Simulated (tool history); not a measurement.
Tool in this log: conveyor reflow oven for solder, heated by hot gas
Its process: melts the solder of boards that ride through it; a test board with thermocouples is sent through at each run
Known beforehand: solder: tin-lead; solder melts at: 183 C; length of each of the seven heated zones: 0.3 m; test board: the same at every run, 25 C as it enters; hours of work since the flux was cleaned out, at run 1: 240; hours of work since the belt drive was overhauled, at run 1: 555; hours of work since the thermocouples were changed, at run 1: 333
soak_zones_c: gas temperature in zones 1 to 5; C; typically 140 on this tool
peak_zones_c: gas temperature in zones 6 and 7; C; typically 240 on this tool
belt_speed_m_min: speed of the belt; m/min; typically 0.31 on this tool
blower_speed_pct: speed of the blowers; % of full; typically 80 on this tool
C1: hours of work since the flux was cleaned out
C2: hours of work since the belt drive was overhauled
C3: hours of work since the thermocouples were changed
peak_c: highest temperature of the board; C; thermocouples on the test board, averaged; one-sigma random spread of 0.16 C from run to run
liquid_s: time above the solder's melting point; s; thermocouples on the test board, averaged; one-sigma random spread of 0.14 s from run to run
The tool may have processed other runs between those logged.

Run 1, hour 0: usual settings; C1 240; C2 555; C3 333. Result: peak_c 224.6 C, liquid_s 96.8 s.
Run 2, hour 44.7: usual settings; C1 262; C2 577; C3 355. Result: peak_c 224.5 C, liquid_s 96.6 s.
Run 3, hour 89.1: usual settings but peak_zones_c 230 C; C1 284; C2 599; C3 377. Result: peak_c 215.9 C, liquid_s 87.6 s.
Run 4, hour 148.9: usual settings but peak_zones_c 230 C; C1 313; C2 628; C3 406. Result: peak_c 215.6 C, liquid_s 87.3 s.
Run 5, hour 178.6: usual settings but blower_speed_pct 53 % of full; C1 328; C2 643; C3 421. Result: peak_c 215.9 C, liquid_s 85.3 s.
Run 6, hour 218.3: usual settings but blower_speed_pct 53 % of full; C1 347; C2 662; C3 440. Result: peak_c 215.8 C, liquid_s 84.8 s.
Run 7, hour 252.3: usual settings but blower_speed_pct 53 % of full; C1 364; C2 679; C3 457. Result: peak_c 216 C, liquid_s 84.8 s.
Run 8, hour 304.3: usual settings but belt_speed_m_min 0.342 m/min; C1 390; C2 704; C3 483. Result: peak_c 220.8 C, liquid_s 83.5 s.
At hour 342.4: flux residue cleaned out of gas plates and filters.
Run 9, hour 357.8: usual settings but belt_speed_m_min 0.342 m/min; C1 8; C2 728; C3 506. Result: peak_c 219.9 C, liquid_s 82.7 s.
Run 10, hour 393.1: usual settings but belt_speed_m_min 0.342 m/min; C1 25; C2 746; C3 524. Result: peak_c 219.8 C, liquid_s 82.1 s.
Run 11, hour 440.4: usual settings but belt_speed_m_min 0.342 m/min; C1 48; C2 769; C3 547. Result: peak_c 219.9 C, liquid_s 82.6 s.
At hour 451.6: flux residue cleaned out of gas plates and filters, once more.
Run 12, hour 508.8: usual settings but soak_zones_c 149 C; C1 28; C2 800; C3 578. Result: peak_c 226.3 C, liquid_s 103.4 s.
Run 13, hour 574.1: usual settings but soak_zones_c 149 C; C1 60; C2 832; C3 610. Result: peak_c 225.8 C, liquid_s 103.4 s.
Run 14, hour 630.6: usual settings but soak_zones_c 149 C; C1 88; C2 860; C3 638. Result: peak_c 226.1 C, liquid_s 103.3 s.
At hour 666.6: belt drive overhauled, speed set with a stopwatch.
Run 15, hour 698.5: usual settings but soak_zones_c 149 C; C1 120; C2 16; C3 670. Result: peak_c 225.8 C, liquid_s 102.1 s.
Run 16, hour 762.3: usual settings but peak_zones_c 252 C, belt_speed_m_min 0.298 m/min; C1 151; C2 47; C3 701. Result: peak_c 236.1 C, liquid_s 109.8 s.
Run 17, hour 827.4: usual settings but soak_zones_c 147 C, peak_zones_c 229 C, belt_speed_m_min 0.294 m/min, blower_speed_pct 64 % of full; C1 183; C2 79; C3 733. Result: peak_c 213.7 C, liquid_s 92.3 s.
Run 18, hour 868.1: usual settings but soak_zones_c 147 C, peak_zones_c 229 C, belt_speed_m_min 0.294 m/min, blower_speed_pct 64 % of full; C1 203; C2 99; C3 753. Result: peak_c 213.1 C, liquid_s 92.1 s.
Run 19, hour 912.6: usual settings but soak_zones_c 147 C, peak_zones_c 229 C, belt_speed_m_min 0.294 m/min, blower_speed_pct 64 % of full; C1 225; C2 121; C3 775. Result: peak_c 213.2 C, liquid_s 92.1 s.
Run 20, hour 955.4: usual settings but soak_zones_c 137 C, peak_zones_c 229 C, belt_speed_m_min 0.294 m/min, blower_speed_pct 64 % of full; C1 246; C2 142; C3 796. Result: peak_c 211.3 C, liquid_s 83 s.
Run 21, hour 1015.8: usual settings but soak_zones_c 137 C, peak_zones_c 229 C, belt_speed_m_min 0.294 m/min, blower_speed_pct 64 % of full; C1 276; C2 172; C3 826. Result: peak_c 211.3 C, liquid_s 82.7 s.
Run 22, hour 1056.6: usual settings but soak_zones_c 148 C, peak_zones_c 254 C, blower_speed_pct 87 % of full; C1 296; C2 192; C3 846. Result: peak_c 238.8 C, liquid_s 111.5 s.
Run 23, hour 1113.7: usual settings but soak_zones_c 148 C, peak_zones_c 254 C, blower_speed_pct 87 % of full; C1 324; C2 220; C3 874. Result: peak_c 238.6 C, liquid_s 111.1 s.
Run 24, hour 1168.3: usual settings but soak_zones_c 148 C, peak_zones_c 243 C, belt_speed_m_min 0.34 m/min, blower_speed_pct 87 % of full; C1 351; C2 247; C3 901. Result: peak_c 226 C, liquid_s 92.7 s.
Run 25, hour 1207.5: usual settings but soak_zones_c 148 C, peak_zones_c 243 C, belt_speed_m_min 0.303 m/min, blower_speed_pct 87 % of full; C1 370; C2 266; C3 920. Result: peak_c 229 C, liquid_s 107.1 s.
Run 26, hour 1244.6: usual settings but soak_zones_c 148 C, peak_zones_c 243 C, belt_speed_m_min 0.303 m/min, blower_speed_pct 87 % of full; C1 388; C2 285; C3 938. Result: peak_c 228.9 C, liquid_s 107.1 s.
At hour 1285.1: flux residue cleaned out of gas plates and filters.
Run 27, hour 1291.3: usual settings but blower_speed_pct 75 % of full; C1 3; C2 305; C3 959. Result: peak_c 223.5 C, liquid_s 95.3 s.
Run 28, hour 1331.9: usual settings but blower_speed_pct 75 % of full; C1 23; C2 325; C3 979. Result: peak_c 223.6 C, liquid_s 95.1 s.
At hour 1373.8: thermocouples of zones 6 and 7 changed.
Run 29, hour 1401.3: usual settings but soak_zones_c 149 C, peak_zones_c 246 C, belt_speed_m_min 0.268 m/min, blower_speed_pct 82 % of full; C1 56; C2 358; C3 14. Result: peak_c 237 C, liquid_s 128.3 s.
Run 30, hour 1462.1: usual settings but soak_zones_c 129 C, peak_zones_c 250 C; C1 86; C2 388; C3 43. Result: peak_c 232.9 C, liquid_s 98.4 s.

Forecast each of these 4 alternatives for the next run:
Run A, hour 1507.2: usual settings but soak_zones_c 129 C, peak_zones_c 250 C, blower_speed_pct 74 % of full; C1 108; C2 410; C3 66. Result: peak_c ?, liquid_s ?.
Run B, hour 1507.2: usual settings but soak_zones_c 129 C, peak_zones_c 236 C; C1 108; C2 410; C3 66. Result: peak_c ?, liquid_s ?.
Run C, hour 1507.2: usual settings but soak_zones_c 129 C, peak_zones_c 250 C, blower_speed_pct 60 % of full; C1 108; C2 410; C3 66. Result: peak_c ?, liquid_s ?.
Run D, hour 1507.2: usual settings but soak_zones_c 135 C, peak_zones_c 250 C; C1 108; C2 410; C3 66. Result: peak_c ?, liquid_s ?.

run  peak_c  liquid_s
  A   230.8        97
  B   220.2      87.2
  C   225.9      91.7
  D   233.6     101.8
Take away the tool's hidden state, keep each run's random variation, and the runs would have read:
run  peak_c  liquid_s
  A   230.9      96.5
  B   220.2      86.8
  C     226      91.2
  D   233.7     101.2

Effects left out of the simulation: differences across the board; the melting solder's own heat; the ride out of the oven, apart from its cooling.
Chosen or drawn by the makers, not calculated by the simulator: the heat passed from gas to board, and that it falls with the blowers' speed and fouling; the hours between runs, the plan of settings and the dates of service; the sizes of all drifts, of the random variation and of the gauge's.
